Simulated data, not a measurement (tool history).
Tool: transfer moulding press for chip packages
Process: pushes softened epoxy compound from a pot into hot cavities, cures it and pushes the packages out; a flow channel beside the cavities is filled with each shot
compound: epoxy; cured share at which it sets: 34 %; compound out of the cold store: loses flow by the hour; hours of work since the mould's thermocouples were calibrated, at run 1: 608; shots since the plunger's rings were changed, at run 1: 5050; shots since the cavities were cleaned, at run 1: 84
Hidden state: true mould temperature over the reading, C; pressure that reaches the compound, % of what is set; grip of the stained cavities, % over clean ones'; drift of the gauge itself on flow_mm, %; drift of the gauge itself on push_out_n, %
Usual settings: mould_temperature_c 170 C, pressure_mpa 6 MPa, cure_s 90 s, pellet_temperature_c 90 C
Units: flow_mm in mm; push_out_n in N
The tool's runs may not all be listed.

| run | hour | mould_temperature_c | pressure_mpa | cure_s | pellet_temperature_c | hours of work since the mould's thermocouples were calibrated | shots since the plunger's rings were changed | shots since the cavities were cleaned | incoming compound's hours out of the cold store | flow_mm | push_out_n |
|---|---|---|---|---|---|---|---|---|---|---|---|
| 1 | 0 | 170 | 6 | 90 | 90 | 608 | 5050 | 84 | 36.5 | 912 | 476 |
|  | 9.3 | plunger's sealing rings changed |
|  | 41.1 | cavities cleaned with cleaning compound and waxed |
| 2 | 66.3 | 170 | 6 | 90 | 90 | 650 | 678 | 307 | 46.5 | 870 | 460 |
|  | 91.1 | cavities cleaned with cleaning compound and waxed |
| 3 | 130.8 | 174 | 6 | 90 | 90 | 693 | 1447 | 485 | 32.6 | 915 | 412 |
|  | 138.4 | cavities cleaned with cleaning compound and waxed |
|  | 186.2 | cavities cleaned with cleaning compound and waxed |
| 4 | 190.6 | 170 | 6 | 90 | 90 | 732 | 2139 | 53 | 18.4 | 997 | 473 |
|  | 236.7 | cavities cleaned with cleaning compound and waxed |
|  | 283.3 | cavities cleaned with cleaning compound and waxed |
| 5 | 284.7 | 170 | 6 | 90 | 90 | 794 | 3251 | 18 | 32.5 | 925 | 463 |
| 6 | 322.7 | 170 | 6 | 90 | 90 | 820 | 3715 | 482 | 34.1 | 918 | 485 |
|  | 329.1 | cavities cleaned with cleaning compound and waxed |
|  | 335.2 | mould's thermocouples calibrated |
|  | 377 | cavities cleaned with cleaning compound and waxed |
| 7 | 414.6 | 170 | 4.87 | 90 | 90 | 53 | 4775 | 459 | 35.5 | 826 | 478 |
|  | 422.8 | cavities cleaned with cleaning compound and waxed |
|  | 445.9 | plunger's sealing rings changed |
| 8 | 465.9 | 170 | 4.87 | 90 | 90 | 85 | 244 | 495 | 11.6 | 926 | 485 |
|  | 471.8 | cavities cleaned with cleaning compound and waxed |
|  | 517.9 | cavities cleaned with cleaning compound and waxed |
| 9 | 539.2 | 170 | 4.87 | 90 | 90 | 133 | 1101 | 259 | 40.8 | 800 | 463 |
|  | 568 | cavities cleaned with cleaning compound and waxed |
| 10 | 591 | 170 | 4.87 | 90 | 90 | 167 | 1716 | 281 | 47.4 | 778 | 462 |
|  | 617.8 | cavities cleaned with cleaning compound and waxed |
| 11 | 652.2 | 170 | 6 | 90 | 90 | 208 | 2443 | 419 | 44.5 | 882 | 471 |
|  | 668 | cavities cleaned with cleaning compound and waxed |
|  | 712.7 | cavities cleaned with cleaning compound and waxed |
| 12 | 748.1 | 170 | 6 | 90 | 90 | 271 | 3578 | 433 | 15.4 | 1010 | 491 |
|  | 764.6 | cavities cleaned with cleaning compound and waxed |
|  | 811 | cavities cleaned with cleaning compound and waxed |
| 13 | 813.7 | 170 | 4.68 | 80 | 92 | 314 | 4341 | 32 | 22.3 | 859 | 603 |
|  | 858.5 | cavities cleaned with cleaning compound and waxed |
|  | 883 | plunger's sealing rings changed |
| 14 | 901.4 | 170 | 4.68 | 80 | 92 | 371 | 224 | 493 | 14.2 | 897 | 621 |
|  | 910 | cavities cleaned with cleaning compound and waxed |
|  | 954.5 | cavities cleaned with cleaning compound and waxed |
| 15 | 955 | 170 | 4.68 | 80 | 92 | 405 | 842 | 6 | 11.5 | 911 | 583 |
|  | 1002.5 | cavities cleaned with cleaning compound and waxed |
| 16 | 1043.3 | 170 | 6 | 90 | 83 | 464 | 1900 | 497 | 29.1 | 946 | 479 |
|  | 1050.7 | cavities cleaned with cleaning compound and waxed |
|  | 1095.3 | cavities cleaned with cleaning compound and waxed |
| 17 | 1095.9 | 170 | 6 | 90 | 83 | 498 | 2506 | 7 | 22.3 | 974 | 482 |
|  | 1142.3 | cavities cleaned with cleaning compound and waxed |
| 18 | 1142.3 | 166 | 6 | 90 | 96 | 529 | 3053 | 0 | 20.9 | 990 | 563 |
|  | 1189.8 | cavities cleaned with cleaning compound and waxed |
| 19 | 1212.2 | 166 | 6 | 95 | 90 | 575 | 3888 | 274 | 19.2 | 1003 | 528 |
|  | 1239.2 | cavities cleaned with cleaning compound and waxed |
| 20 | 1253.3 | 168 | 4.69 | 129 | 91 | 602 | 4371 | 172 | 39.9 | 799 | 402 |
|  | 1284.5 | cavities cleaned with cleaning compound and waxed |
| 21 | 1309.9 | 168 | 4.69 | 129 | 91 | 640 | 5043 | 309 | 18.2 | 886 | 383 |
|  | 1318.5 | plunger's sealing rings changed |
|  | 1333.4 | cavities cleaned with cleaning compound and waxed |
|  | 1382 | cavities cleaned with cleaning compound and waxed |
| 22 | 1384.5 | 177 | 4.69 | 129 | 91 | 687 | 768 | 29 | 35.2 | 793 | 404 |
|  | 1430.2 | cavities cleaned with cleaning compound and waxed |
| 23 | 1470.9 | 162 | 6.82 | 83 | 91 | 745 | 1805 | 497 | 31.8 | 1022 | 914 |
|  | 1477.9 | cavities cleaned with cleaning compound and waxed |
|  | 1523.9 | cavities cleaned with cleaning compound and waxed |
| 24 | 1551.7 | 175 | 5.44 | 107 | 90 | 798 | 2754 | 339 | 19.9 | 922 | 407 |

Hidden state at the last listed run before each entry between runs and at the first one after, where it differs:
Between runs 1 and 2: plunger's sealing rings changed (hour 9.3); cavities cleaned with cleaning compound and waxed (hour 41.1)
  pressure that reaches the compound, % of what is set: 99.82 -> 99.97; grip of the stained cavities, % over clean ones': 0.5 -> 1.2
  measured less the result without the state, push_out_n: +3 -> +6 N
Between runs 2 and 3: cavities cleaned with cleaning compound and waxed (hour 91.1)
  pressure that reaches the compound, % of what is set: 99.97 -> 99.94; grip of the stained cavities, % over clean ones': 1.2 -> 1.4
  measured less the result without the state, push_out_n: +6 -> +6 N
Between runs 3 and 4: cavities cleaned with cleaning compound and waxed (hour 138.4); cavities cleaned with cleaning compound and waxed (hour 186.2)
  true mould temperature over the reading, C: -0.04 -> -0.05; pressure that reaches the compound, % of what is set: 99.94 -> 99.92; grip of the stained cavities, % over clean ones': 1.4 -> 0.3
  measured less the result without the state, push_out_n: +6 -> +2 N
Between runs 4 and 5: cavities cleaned with cleaning compound and waxed (hour 236.7); cavities cleaned with cleaning compound and waxed (hour 283.3)
  pressure that reaches the compound, % of what is set: 99.92 -> 99.88; grip of the stained cavities, % over clean ones': 0.3 -> 0.1
  measured less the result without the state, push_out_n: +2 -> +2 N
Between runs 6 and 7: cavities cleaned with cleaning compound and waxed (hour 329.1); mould's thermocouples calibrated (hour 335.2); cavities cleaned with cleaning compound and waxed (hour 377)
  true mould temperature over the reading, C: -0.05 -> -0.01; pressure that reaches the compound, % of what is set: 99.87 -> 99.83
  measured less the result without the state, push_out_n: +7 -> +6 N
Between runs 7 and 8: cavities cleaned with cleaning compound and waxed (hour 422.8); plunger's sealing rings changed (hour 445.9)
  pressure that reaches the compound, % of what is set: 99.83 -> 99.99; grip of the stained cavities, % over clean ones': 1.3 -> 1.4
  measured less the result without the state, push_out_n: +6 -> +7 N
Between runs 8 and 9: cavities cleaned with cleaning compound and waxed (hour 471.8); cavities cleaned with cleaning compound and waxed (hour 517.9)
  pressure that reaches the compound, % of what is set: 99.99 -> 99.96; grip of the stained cavities, % over clean ones': 1.4 -> 0.9
  measured less the result without the state, push_out_n: +7 -> +4 N
Between runs 9 and 10: cavities cleaned with cleaning compound and waxed (hour 568)
  true mould temperature over the reading, C: -0.01 -> -0.02; pressure that reaches the compound, % of what is set: 99.96 -> 99.94; grip of the stained cavities, % over clean ones': 0.9 -> 1.1
  measured less the result without the state, push_out_n: +4 -> +6 N
Between runs 10 and 11: cavities cleaned with cleaning compound and waxed (hour 617.8)
  pressure that reaches the compound, % of what is set: 99.94 -> 99.91; grip of the stained cavities, % over clean ones': 1.1 -> 1.3
  measured less the result without the state, push_out_n: +6 -> +6 N
Between runs 11 and 12: cavities cleaned with cleaning compound and waxed (hour 668); cavities cleaned with cleaning compound and waxed (hour 712.7)
  pressure that reaches the compound, % of what is set: 99.91 -> 99.87
  measured less the result without the state, push_out_n: +6 -> +7 N
Between runs 12 and 13: cavities cleaned with cleaning compound and waxed (hour 764.6); cavities cleaned with cleaning compound and waxed (hour 811)
  true mould temperature over the reading, C: -0.02 -> -0.03; pressure that reaches the compound, % of what is set: 99.87 -> 99.84; grip of the stained cavities, % over clean ones': 1.3 -> 0.2
  measured less the result without the state, push_out_n: +7 -> +2 N
Between runs 13 and 14: cavities cleaned with cleaning compound and waxed (hour 858.5); plunger's sealing rings changed (hour 883)
  pressure that reaches the compound, % of what is set: 99.84 -> 99.99; grip of the stained cavities, % over clean ones': 0.2 -> 1.4
  measured less the result without the state, push_out_n: +2 -> +9 N
Between runs 14 and 15: cavities cleaned with cleaning compound and waxed (hour 910); cavities cleaned with cleaning compound and waxed (hour 954.5)
  pressure that reaches the compound, % of what is set: 99.99 -> 99.97; grip of the stained cavities, % over clean ones': 1.4 -> 0
  measured less the result without the state, push_out_n: +9 -> +2 N
Between runs 15 and 16: cavities cleaned with cleaning compound and waxed (hour 1002.5)
  true mould temperature over the reading, C: -0.03 -> -0.04; pressure that reaches the compound, % of what is set: 99.97 -> 99.93; grip of the stained cavities, % over clean ones': 0 -> 1.4
  measured less the result without the state, push_out_n: +2 -> +7 N
Between runs 16 and 17: cavities cleaned with cleaning compound and waxed (hour 1050.7); cavities cleaned with cleaning compound and waxed (hour 1095.3)
  pressure that reaches the compound, % of what is set: 99.93 -> 99.91; grip of the stained cavities, % over clean ones': 1.4 -> 0.1
  measured less the result without the state, push_out_n: +7 -> +1 N
Between runs 17 and 18: cavities cleaned with cleaning compound and waxed (hour 1142.3)
  pressure that reaches the compound, % of what is set: 99.91 -> 99.89; grip of the stained cavities, % over clean ones': 0.1 -> 0
  measured less the result without the state, push_out_n: +1 -> +2 N
Between runs 18 and 19: cavities cleaned with cleaning compound and waxed (hour 1189.8)
  pressure that reaches the compound, % of what is set: 99.89 -> 99.86; grip of the stained cavities, % over clean ones': 0 -> 1
  measured less the result without the state, push_out_n: +2 -> +6 N
Between runs 19 and 20: cavities cleaned with cleaning compound and waxed (hour 1239.2)
  pressure that reaches the compound, % of what is set: 99.86 -> 99.84; grip of the stained cavities, % over clean ones': 1 -> 0.7
  measured less the result without the state, push_out_n: +6 -> +3 N
Between runs 20 and 21: cavities cleaned with cleaning compound and waxed (hour 1284.5)
  true mould temperature over the reading, C: -0.04 -> -0.05; pressure that reaches the compound, % of what is set: 99.84 -> 99.82; grip of the stained cavities, % over clean ones': 0.7 -> 1.2
  measured less the result without the state, push_out_n: +3 -> +4 N
Between runs 21 and 22: plunger's sealing rings changed (hour 1318.5); cavities cleaned with cleaning compound and waxed (hour 1333.4); cavities cleaned with cleaning compound and waxed (hour 1382)
  pressure that reaches the compound, % of what is set: 99.82 -> 99.96; grip of the stained cavities, % over clean ones': 1.2 -> 0.2
  measured less the result without the state, push_out_n: +4 -> +1 N
Between runs 22 and 23: cavities cleaned with cleaning compound and waxed (hour 1430.2)
  pressure that reaches the compound, % of what is set: 99.96 -> 99.93; grip of the stained cavities, % over clean ones': 0.2 -> 1.4
  measured less the result without the state, push_out_n: +1 -> +16 N
Between runs 23 and 24: cavities cleaned with cleaning compound and waxed (hour 1477.9); cavities cleaned with cleaning compound and waxed (hour 1523.9)
  true mould temperature over the reading, C: -0.05 -> -0.06; pressure that reaches the compound, % of what is set: 99.93 -> 99.9; grip of the stained cavities, % over clean ones': 1.4 -> 1.1
  measured less the result without the state, push_out_n: +16 -> +5 N
